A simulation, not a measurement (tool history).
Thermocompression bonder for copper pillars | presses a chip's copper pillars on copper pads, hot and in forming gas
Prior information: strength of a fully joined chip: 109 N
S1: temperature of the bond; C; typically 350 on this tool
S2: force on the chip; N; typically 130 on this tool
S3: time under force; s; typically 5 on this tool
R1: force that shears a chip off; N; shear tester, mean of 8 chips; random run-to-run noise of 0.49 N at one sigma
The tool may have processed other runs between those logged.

Run 1, hour 0: usual settings. Result: R1 65.6 N.
At hour 56.6: heater calibrated with a thermocouple chip.
Run 2, hour 65.7: usual settings. Result: R1 67.7 N.
Run 3, hour 105.1: usual settings but S3 3 s. Result: R1 59.2 N.
Run 4, hour 166.4: usual settings but S3 3 s. Result: R1 58.5 N.
Run 5, hour 235.3: usual settings but S1 356 C. Result: R1 69.3 N.
At hour 257.8: forming gas filter changed.
Run 6, hour 281.4: usual settings but S1 356 C. Result: R1 77.9 N.
Run 7, hour 334.6: usual settings but S1 356 C. Result: R1 76.7 N.
Run 8, hour 392.5: usual settings but S1 356 C. Result: R1 76.9 N.
Run 9, hour 448.4: usual settings but S1 356 C. Result: R1 76.6 N.
Run 10, hour 518: usual settings but S1 356 C, S2 186 N. Result: R1 86.4 N.
At hour 567.7: heater calibrated with a thermocouple chip, once more.
Run 11, hour 567.7: usual settings but S1 351 C. Result: R1 65.8 N.
Run 12, hour 654.1: usual settings. Result: R1 64.1 N.
Run 13, hour 718.3: usual settings. Result: R1 63.4 N.
Run 14, hour 768.9: usual settings. Result: R1 63.3 N.
Run 15, hour 861: usual settings. Result: R1 62.9 N.
Run 16, hour 906.5: usual settings. Result: R1 62.6 N.
Run 17, hour 966.4: usual settings but S2 172 N. Result: R1 70.7 N.
At hour 974.1: forming gas filter changed.
Run 18, hour 1032.9: usual settings but S1 345 C. Result: R1 66.4 N.
Run 19, hour 1072.1: usual settings but S1 345 C. Result: R1 66.9 N.
Run 20, hour 1109.7: usual settings but S1 332 C, S3 8 s. Result: R1 68.2 N.
Run 21, hour 1175.2: usual settings but S1 330 C. Result: R1 58.1 N.
Run 22, hour 1213.4: usual settings but S1 330 C, S2 143 N, S3 9 s. Result: R1 71.9 N.
Run 23, hour 1262.2: usual settings but S1 330 C, S2 143 N, S3 3 s. Result: R1 51.5 N.
Run 24, hour 1299.3: usual settings but S1 361 C, S2 183 N, S3 6 s. Result: R1 86 N.
Run 25, hour 1344.4: usual settings but S1 333 C, S2 134 N, S3 7 s. Result: R1 65.7 N.
Run 26, hour 1393.4: usual settings but S1 355 C, S2 92 N, S3 12 s. Result: R1 73.5 N.

Predict the results of run 27:
Run 27, hour 1451.1: usual settings but S1 337 C, S2 92 N, S3 6 s. Result: R1 ?.

R1: 52.2 N
Were there no unlogged condition in the tool, this run, its random variation unchanged, would have produced R1 51.6 N.

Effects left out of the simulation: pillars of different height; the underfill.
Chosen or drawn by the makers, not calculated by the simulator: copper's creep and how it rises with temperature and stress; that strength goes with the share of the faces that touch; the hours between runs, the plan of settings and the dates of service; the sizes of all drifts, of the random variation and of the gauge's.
